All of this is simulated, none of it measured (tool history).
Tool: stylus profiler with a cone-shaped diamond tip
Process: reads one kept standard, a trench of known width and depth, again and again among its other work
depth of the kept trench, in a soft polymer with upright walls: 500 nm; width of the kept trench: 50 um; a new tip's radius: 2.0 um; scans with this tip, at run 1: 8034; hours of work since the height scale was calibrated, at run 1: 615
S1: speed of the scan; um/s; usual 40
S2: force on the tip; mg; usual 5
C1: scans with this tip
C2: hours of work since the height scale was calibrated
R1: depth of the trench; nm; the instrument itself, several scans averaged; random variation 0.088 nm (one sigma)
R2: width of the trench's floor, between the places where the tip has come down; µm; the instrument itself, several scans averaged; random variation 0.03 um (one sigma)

run 1 hour=0 | S1=40 S2=5 | C1=8034 C2=615 | R1=514.63 R2=46.71
run 2 hour=51.8 | S1=40 S2=5 | C1=8333 C2=638 | R1=514.66 R2=46.71
run 3 hour=118.1 | S1=40 S2=5 | C1=8715 C2=667 | R1=514.75 R2=46.62
run 4 hour=172.2 | S1=40 S2=5 | C1=9027 C2=691 | R1=514.69 R2=46.64
run 5 hour=204.1 | S1=19 S2=5 | C1=9211 C2=705 | R1=514.63 R2=46.67
run 6 hour=264.3 | S1=40 S2=5 | C1=9558 C2=732 | R1=514.81 R2=46.6
run 7 hour=321.1 | S1=40 S2=5 | C1=9886 C2=757 | R1=515.07 R2=46.57
run 8 hour=382.3 | S1=40 S2=3.11 | C1=10238 C2=784 | R1=511.1 R2=46.46
run 9 hour=442.2 | S1=40 S2=5 | C1=10584 C2=810 | R1=514.91 R2=46.55
run 10 hour=474 | S1=39 S2=5 | C1=10767 C2=824 | R1=514.77 R2=46.56
run 11 hour=541.9 | S1=39 S2=4.37 | C1=11158 C2=854 | R1=513.85 R2=46.5
run 12 hour=582.3 | S1=39 S2=4.37 | C1=11391 C2=872 | R1=514 R2=46.38
run 13 hour=643.2 | S1=39 S2=4.37 | C1=11742 C2=899 | R1=513.74 R2=46.43
run 14 hour=705.9 | S1=15 S2=4.37 | C1=12104 C2=927 | R1=513.92 R2=46.54
run 15 hour=744.8 | S1=15 S2=4.37 | C1=12328 C2=944 | R1=514.04 R2=46.55
run 16 hour=805 | S1=15 S2=4.37 | C1=12675 C2=970 | R1=514.09 R2=46.51
run 17 hour=841.4 | S1=15 S2=4.37 | C1=12885 C2=986 | R1=513.85 R2=46.5
-- hour=891.5 height scale calibrated on a step standard
run 18 hour=907.5 | S1=40 S2=1.7 | C1=13263 C2=7 | R1=508.72 R2=46.26
run 19 hour=971.8 | S1=40 S2=5 | C1=13634 C2=35 | R1=515.86 R2=46.36
-- hour=1015.5 height scale calibrated on a step standard, once more
run 20 hour=1030.4 | S1=20 S2=6.35 | C1=13969 C2=7 | R1=515.91 R2=46.46
run 21 hour=1087.1 | S1=20 S2=6.35 | C1=14296 C2=32 | R1=515.98 R2=46.44
run 22 hour=1152.5 | S1=86 S2=3.54 | C1=14673 C2=60 | R1=510.84 R2=45.99
run 23 hour=1206.3 | S1=121 S2=3.11 | C1=14983 C2=84 | R1=510.01 R2=45.81
run 24 hour=1238.9 | S1=10 S2=12.79 | C1=15171 C2=99 | R1=525.62 R2=46.43
run 25 hour=1280 | S1=40 S2=11.19 | C1=15408 C2=117 | R1=523.35 R2=46.3
run 26 hour=1328.4 | S1=40 S2=11.19 | C1=15686 C2=138 | R1=523.69 R2=46.32
run 27 hour=1372.3 | S1=11 S2=7.77 | C1=15940 C2=157 | R1=518.56 R2=46.43
run 28 hour=1401.2 | S1=66 S2=1.97 | C1=16106 C2=170 | R1=507.66 R2=45.91
run 29 hour=1430.6 | S1=37 S2=3.35 | C1=16276 C2=183 | R1=510.79 R2=46.15
run 30 hour=1494.1 | S1=37 S2=3.35 | C1=16642 C2=211 | R1=510.79 R2=46.19
run 31 hour=1526.4 | S1=33 S2=3.15 | C1=16828 C2=225 | R1=510.17 R2=46.16
run 32 hour=1572.9 | S1=131 S2=2.56 | C1=17096 C2=246 | R1=509.11 R2=45.53
run 33 hour=1603.5 | S1=40 S2=6.21 | C1=17272 C2=259 | R1=516.12 R2=46.15
run 34 hour=1636.2 | S1=40 S2=6.21 | C1=17461 C2=274 | R1=516.22 R2=46.18

Forecast run 35:
run 35 hour=1672.8 | S1=40 S2=6.21 | C1=17672 C2=290 | R1=? R2=?

Run 35 gave R1 516.21 nm, R2 46.18 µm.
Without the tool's hidden state the same run would have given R1 515.64 nm, R2 47.24 µm.

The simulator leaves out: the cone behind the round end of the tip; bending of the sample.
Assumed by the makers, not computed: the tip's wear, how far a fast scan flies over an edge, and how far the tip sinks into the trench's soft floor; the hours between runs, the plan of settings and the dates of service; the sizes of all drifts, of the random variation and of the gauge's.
